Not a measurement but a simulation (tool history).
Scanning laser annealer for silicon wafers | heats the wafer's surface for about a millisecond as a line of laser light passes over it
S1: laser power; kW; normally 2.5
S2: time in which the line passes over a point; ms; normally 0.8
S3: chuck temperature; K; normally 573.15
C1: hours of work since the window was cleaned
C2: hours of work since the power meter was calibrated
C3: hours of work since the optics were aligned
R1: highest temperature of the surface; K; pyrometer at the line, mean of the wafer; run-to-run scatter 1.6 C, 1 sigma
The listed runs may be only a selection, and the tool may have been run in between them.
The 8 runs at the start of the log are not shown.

Run 9, hour 292.2: usual settings; C1 477; C2 1013; C3 570. Result: R1 1330.15 K.
Run 10, hour 337.2: usual settings; C1 504; C2 1040; C3 597. Result: R1 1328.15 K.
Run 11, hour 385.7: usual settings; C1 534; C2 1069; C3 626. Result: R1 1326.15 K.
Run 12, hour 430.8: usual settings; C1 561; C2 1097; C3 654. Result: R1 1328.15 K.
Run 13, hour 470.8: usual settings; C1 585; C2 1121; C3 678. Result: R1 1325.15 K.
Run 14, hour 493.6: usual settings; C1 599; C2 1135; C3 692. Result: R1 1324.15 K.
Run 15, hour 536.8: usual settings; C1 625; C2 1161; C3 718. Result: R1 1327.15 K.
Run 16, hour 585.4: usual settings; C1 655; C2 1190; C3 747. Result: R1 1326.15 K.
Run 17, hour 635.8: usual settings but S2 0.605 ms; C1 685; C2 1221; C3 778. Result: R1 1219.15 K.
Run 18, hour 684.6: usual settings; C1 715; C2 1251; C3 808. Result: R1 1320.15 K.
Run 19, hour 713.3: usual settings; C1 732; C2 1268; C3 825. Result: R1 1321.15 K.
Run 20, hour 741.5: usual settings; C1 749; C2 1285; C3 842. Result: R1 1318.15 K.
At hour 776.7: window over the wafer cleaned.
Run 21, hour 778.2: usual settings but S2 0.872 ms; C1 1; C2 1306; C3 863. Result: R1 1373.15 K.
Run 22, hour 803.5: usual settings but S2 0.618 ms, S3 606.15 K; C1 16; C2 1321; C3 878. Result: R1 1268.15 K.
Run 23, hour 829.8: usual settings but S1 2.424 kW, S2 0.881 ms, S3 592.15 K; C1 32; C2 1337; C3 894. Result: R1 1366.15 K.
Run 24, hour 881.1: usual settings but S1 2.404 kW, S2 0.76 ms, S3 586.15 K; C1 63; C2 1368; C3 925. Result: R1 1292.15 K.
Run 25, hour 903.2: usual settings but S1 2.404 kW, S2 0.76 ms, S3 586.15 K; C1 77; C2 1382; C3 939. Result: R1 1292.15 K.
Run 26, hour 934.6: usual settings but S1 2.606 kW, S2 0.818 ms, S3 547.15 K; C1 96; C2 1401; C3 958. Result: R1 1356.15 K.
Run 27, hour 961.9: usual settings but S1 2.606 kW, S2 0.818 ms, S3 547.15 K; C1 112; C2 1417; C3 974. Result: R1 1353.15 K.

Run 28 comes next. What will it give?
Run 28, hour 987.3: usual settings but S1 2.606 kW, S2 0.818 ms, S3 547.15 K; C1 128; C2 1433; C3 990. Result: R1 ?.

Run 28 measured R1 1358.15 K.
On a tool with no hidden condition, and with the same random variation, this run would have come out at R1 1374.15 K.
